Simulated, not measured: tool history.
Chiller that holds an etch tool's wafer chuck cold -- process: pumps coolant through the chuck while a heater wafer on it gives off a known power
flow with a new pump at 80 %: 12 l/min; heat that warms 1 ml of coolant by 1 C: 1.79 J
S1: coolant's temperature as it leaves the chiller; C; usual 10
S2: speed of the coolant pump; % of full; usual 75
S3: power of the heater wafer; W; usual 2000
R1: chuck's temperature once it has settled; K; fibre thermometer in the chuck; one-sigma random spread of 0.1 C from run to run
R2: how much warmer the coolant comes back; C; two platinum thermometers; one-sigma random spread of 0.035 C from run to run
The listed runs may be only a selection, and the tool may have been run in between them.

run   hour  S1  S2    S3      R1    R2
  1      0  10  75  2000  303.85  5.94
  2   21.4  10  75  2000  303.95  5.95
  3   43.4  10  75  2000  303.85  5.95
  4   64.6  10  75  2481  308.75  7.43
  5   88.7  17  75  2000  310.75  5.94
  6  107.9  17  75  2000  310.95  5.96
  7  139.3   1  75  2000  294.85  5.92
  8  157.6   1  75  2000  294.85  5.94
  9  172.7   1  75  2000  294.85  5.81
 10  185.9   1  75  2000  294.75  5.97
 11  215.2   1  75  2000  294.85  5.99
 12  245.2   1  75  2000  294.95   5.9
 13  275.1   1  75  2000  294.85  5.89
 14  288.3   1  75  2000  294.95  5.92
 15  310.6  17  75  1831  309.05  5.43

The next listed run, before its measurement:
 16  327.5  17  69  1831   ?   ?

R1: 310.25 K
R2: 5.86 C
If the tool had no hidden condition, the same run with the same run-to-run variation would have returned R1 310.25 K, R2 5.96 C.
